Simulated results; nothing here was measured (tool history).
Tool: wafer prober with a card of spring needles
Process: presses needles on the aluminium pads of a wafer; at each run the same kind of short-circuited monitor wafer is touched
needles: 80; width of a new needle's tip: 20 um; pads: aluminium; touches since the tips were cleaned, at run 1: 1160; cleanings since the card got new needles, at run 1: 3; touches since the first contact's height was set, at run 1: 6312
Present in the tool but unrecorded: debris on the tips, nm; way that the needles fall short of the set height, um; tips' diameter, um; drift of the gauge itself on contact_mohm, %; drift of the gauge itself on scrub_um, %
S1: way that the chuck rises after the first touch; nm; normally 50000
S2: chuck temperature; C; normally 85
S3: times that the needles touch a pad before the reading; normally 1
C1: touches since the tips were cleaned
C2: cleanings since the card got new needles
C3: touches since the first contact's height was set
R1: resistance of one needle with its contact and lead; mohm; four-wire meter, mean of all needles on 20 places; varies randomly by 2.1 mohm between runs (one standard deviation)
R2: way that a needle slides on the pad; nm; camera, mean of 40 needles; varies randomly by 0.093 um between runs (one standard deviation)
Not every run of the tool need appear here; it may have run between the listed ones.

run 1 day=0.000 | S1=50000 S2=85 S3=1 | C1=1160 C2=3 C3=6312 | R1=274 R2=11510
-- day=0.117 tips cleaned on abrasive film
-- day=0.492 tips cleaned on abrasive film
run 2 day=0.546 | S1=50000 S2=85 S3=1 | C1=243 C2=5 C3=8684 | R1=246 R2=11470
-- day=0.896 tips cleaned on abrasive film
run 3 day=1.058 | S1=50000 S2=85 S3=1 | C1=701 C2=6 C3=10916 | R1=261 R2=11530
-- day=1.271 tips cleaned on abrasive film
-- day=1.646 tips cleaned on abrasive film
run 4 day=1.683 | S1=50000 S2=85 S3=1 | C1=153 C2=8 C3=13635 | R1=235 R2=11400
-- day=2.025 tips cleaned on abrasive film
run 5 day=2.083 | S1=50000 S2=85 S3=3 | C1=257 C2=9 C3=15388 | R1=237 R2=11130
-- day=2.446 tips cleaned on abrasive film
run 6 day=2.667 | S1=50000 S2=85 S3=2 | C1=972 C2=10 C3=17941 | R1=249 R2=11490
-- day=2.846 tips cleaned on abrasive film
run 7 day=3.125 | S1=50000 S2=85 S3=2 | C1=1234 C2=11 C3=19946 | R1=258 R2=11370
-- day=3.225 tips cleaned on abrasive film
-- day=3.538 tips cleaned on abrasive film, once more
run 8 day=3.604 | S1=50000 S2=41 S3=2 | C1=295 C2=13 C3=22024 | R1=225 R2=11400
-- day=3.938 tips cleaned on abrasive film
run 9 day=4.200 | S1=50000 S2=99 S3=1 | C1=1159 C2=14 C3=24635 | R1=270 R2=11380
-- day=4.325 tips cleaned on abrasive film
-- day=4.704 tips cleaned on abrasive film
run 10 day=4.879 | S1=37000 S2=45 S3=1 | C1=778 C2=16 C3=27595 | R1=290 R2=8410
-- day=5.108 tips cleaned on abrasive film
run 11 day=5.442 | S1=50000 S2=54 S3=1 | C1=1471 C2=17 C3=30056 | R1=270 R2=11360
-- day=5.483 tips cleaned on abrasive film
run 12 day=5.742 | S1=50000 S2=54 S3=1 | C1=1138 C2=18 C3=31360 | R1=267 R2=11340

Predict each of these 4 candidate next runs independently; none follows another, all start after run 12:
-- day=5.888 tips cleaned on abrasive film
run A day=6.246 | S1=50000 S2=54 S3=2 | C1=1576 C2=19 C3=33551 | R1=? R2=?
-- day=5.888 tips cleaned on abrasive film
run B day=6.246 | S1=55000 S2=63 S3=2 | C1=1576 C2=19 C3=33551 | R1=? R2=?
-- day=5.888 tips cleaned on abrasive film
run C day=6.246 | S1=50000 S2=51 S3=1 | C1=1576 C2=19 C3=33551 | R1=? R2=?
-- day=5.888 tips cleaned on abrasive film
run D day=6.246 | S1=67000 S2=27 S3=1 | C1=1576 C2=19 C3=33551 | R1=? R2=?

run=A R1=256 R2=11230
run=B R1=249 R2=12420
run=C R1=278 R2=11290
run=D R1=236 R2=15220
The same runs, with their run-to-run variation unchanged, on a tool lacking any hidden condition would have given:
run=A R1=221 R2=11440
run=B R1=219 R2=12640
run=C R1=220 R2=11510
run=D R1=202 R2=15430

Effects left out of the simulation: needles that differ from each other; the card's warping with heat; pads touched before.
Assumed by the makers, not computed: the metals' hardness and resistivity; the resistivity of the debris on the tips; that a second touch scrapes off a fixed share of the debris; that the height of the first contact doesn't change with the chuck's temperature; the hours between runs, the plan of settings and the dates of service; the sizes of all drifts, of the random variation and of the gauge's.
